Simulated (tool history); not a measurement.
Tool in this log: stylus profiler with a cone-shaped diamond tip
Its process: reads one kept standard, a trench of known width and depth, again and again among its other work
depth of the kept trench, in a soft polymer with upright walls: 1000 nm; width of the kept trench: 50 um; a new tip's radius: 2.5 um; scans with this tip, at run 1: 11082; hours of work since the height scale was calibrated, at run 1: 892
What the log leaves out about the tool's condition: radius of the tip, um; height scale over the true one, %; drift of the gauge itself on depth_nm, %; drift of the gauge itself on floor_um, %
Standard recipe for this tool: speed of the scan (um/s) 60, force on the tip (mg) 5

run   hour  speed of the scan (um/s)  force on the tip (mg)  scans with this tip  hours of work since the height scale was calibrated  depth of the trench (angstrom)  width of the trench's floor (nm)
  1      0                        60                      5                11082                                                  892                         10152.3                             45730
  2   39.5                        60                      5                11313                                                  910                         10149.7                             45740
  3   96.5                        60                      5                11645                                                  937                         10148.1                             45710
  4  125.7                        60                      5                11816                                                  951                         10151.5                             45730
  5  154.5                        60                      5                11983                                                  964                         10154.3                             45710
  6  182.5                        60                      5                12147                                                  977                         10149.9                             45770
  7  207.6                        60                      5                12293                                                  989                         10151.6                             45700
  8  264.7                        19                      5                12626                                                 1016                         10147.6                             45950
  9  303.9                        60                   7.45                12855                                                 1034                         10197.9                             45790
 10  353.2                        60                   7.45                13143                                                 1057                         10194.2                             45760
 11  403.8                        60                   7.45                13437                                                 1081                           10194                             45710
 12  453.6                        60                      5                13728                                                 1104                         10146.2                             45770
 13  494.3                        60                      5                13965                                                 1123                         10147.2                             45700
 14  549.2                        65                   2.72                14286                                                 1149                         10099.4                             45560
 15  584.1                        20                   5.33                14490                                                 1166                         10156.8                             45900
 16  633.3                        16                   2.66                14777                                                 1189                         10102.2                             45910
 17  658.2                       145                   4.75                14922                                                 1200                         10143.2                             45310
 18  708.2                       107                   3.23                15214                                                 1224                         10108.4                             45380
 19  739.4                        16                   4.31                15396                                                 1239                         10135.1                             45900
 20  788.6                        18                   3.57                15683                                                 1262                         10121.3                             45920
 21  828.6                        18                   3.57                15916                                                 1280                         10119.3                             45900
 22  853.2                       172                   5.38                16059                                                 1292                           10154                             45260
 23  886.5                        16                      5                16253                                                 1308                         10149.3                             45940

Each row is a separate what-if for the run after 23, all from the same tool condition, not one after another. Results?
  A  933.5                        16                   4.96                16528                                                 1330                               ?                                 ?
  B  933.5                       190                   6.27                16528                                                 1330                               ?                                 ?
  C  933.5                        38                  10.97                16528                                                 1330                               ?                                 ?
  D  933.5                        94                  13.16                16528                                                 1330                               ?                                 ?

run  depth of the trench (angstrom)  width of the trench's floor (nm)
  A                         10152.1                             45960
  B                         10171.5                             45240
  C                         10257.7                             45860
  D                         10286.5                             45770
Without the tool's unlogged condition, the same runs would have read:
run  depth of the trench (angstrom)  width of the trench's floor (nm)
  A                         10152.3                             45970
  B                         10171.7                             45250
  C                         10257.9                             45880
  D                         10286.7                             45790
